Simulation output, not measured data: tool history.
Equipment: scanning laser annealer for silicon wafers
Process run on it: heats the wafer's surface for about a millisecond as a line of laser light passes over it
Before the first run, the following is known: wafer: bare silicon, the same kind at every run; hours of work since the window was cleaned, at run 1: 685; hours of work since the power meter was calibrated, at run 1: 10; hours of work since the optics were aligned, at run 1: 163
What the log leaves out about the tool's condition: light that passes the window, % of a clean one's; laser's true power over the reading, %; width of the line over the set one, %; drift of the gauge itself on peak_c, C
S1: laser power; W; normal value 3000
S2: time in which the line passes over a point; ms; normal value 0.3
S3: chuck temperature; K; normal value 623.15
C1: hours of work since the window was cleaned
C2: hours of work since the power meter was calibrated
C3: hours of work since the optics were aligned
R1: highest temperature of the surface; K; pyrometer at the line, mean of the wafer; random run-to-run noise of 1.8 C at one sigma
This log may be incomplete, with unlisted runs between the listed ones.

run,hour,S1,S2,S3,C1,C2,C3,R1
1,0,3000,0.3,623.15,685,10,163,1458.15
2,32.1,3000,0.3,652.15,706,31,184,1486.15
# hour 41.9: window over the wafer cleaned
3,54.4,3000,0.3,652.15,8,45,197,1485.15
4,74.2,2730,0.3,623.15,21,58,211,1382.15
5,106.3,2730,0.3,623.15,43,79,232,1380.15
6,130.9,2730,0.226,623.15,59,96,248,1287.15
7,161.8,2730,0.226,623.15,80,116,269,1288.15
8,182.5,2730,0.226,623.15,93,130,283,1285.15
9,211.7,2730,0.226,623.15,113,150,302,1288.15
10,232.3,2730,0.226,623.15,127,163,316,1289.15
11,263.4,2730,0.226,623.15,147,184,336,1288.15
12,293.7,3000,0.3,623.15,167,204,356,1457.15
13,325.9,3000,0.3,623.15,189,225,378,1456.15
14,348.9,3000,0.3,623.15,204,241,393,1456.15
15,379.4,3000,0.3,598.15,224,261,413,1430.15
16,393.2,3000,0.3,598.15,233,270,423,1431.15
17,416.8,3000,0.3,623.15,249,286,438,1459.15
18,443.7,3000,0.3,623.15,267,304,456,1458.15
19,460,3000,0.3,623.15,278,315,467,1457.15
20,474.4,3000,0.3,600.15,287,324,477,1436.15
21,504.6,3000,0.3,644.15,308,344,497,1478.15
22,523.2,3000,0.3,644.15,320,357,509,1481.15
23,549.2,2856,0.255,652.15,337,374,526,1388.15
24,573.2,2649,0.255,639.15,353,390,542,1321.15
25,607,3000,0.234,645.15,376,412,565,1387.15
26,623.2,3000,0.233,606.15,386,423,575,1345.15
27,637.2,3000,0.233,606.15,396,432,585,1344.15
28,667.1,3089,0.311,611.15,416,452,605,1484.15
29,694.6,3000,0.352,625.15,434,470,623,1521.15
30,717.3,2630,0.215,608.15,449,486,638,1232.15
31,739.5,2630,0.215,608.15,464,500,653,1232.15
32,761.8,3000,0.373,623.15,478,515,668,1549.15
33,783,2607,0.291,618.15,493,529,682,1329.15
34,802.7,2673,0.279,626.15,506,542,695,1343.15
35,832.1,2673,0.322,637.15,525,562,714,1404.15
36,854.4,2673,0.322,637.15,540,577,729,1404.15
37,881.8,2673,0.322,637.15,558,595,747,1406.15
38,901,2687,0.302,586.15,571,608,760,1334.15
39,919.8,2689,0.231,641.15,583,620,773,1303.15
40,949.4,2689,0.231,641.15,603,640,792,1300.15
41,973.8,3220,0.345,588.15,619,656,809,1545.15

Each row is a separate what-if for the run after 41, all from the same tool condition, not one after another. Results?
A,1004.9,2913,0.345,585.15,640,677,829,?
B,1004.9,3220,0.299,588.15,640,677,829,?
C,1004.9,2934,0.345,609.15,640,677,829,?

run,R1
A,1451.15
B,1482.15
C,1481.15
The same runs, with their run-to-run variation unchanged, on a tool lacking any hidden condition would have given:
run,R1
A,1452.15
B,1482.15
C,1482.15
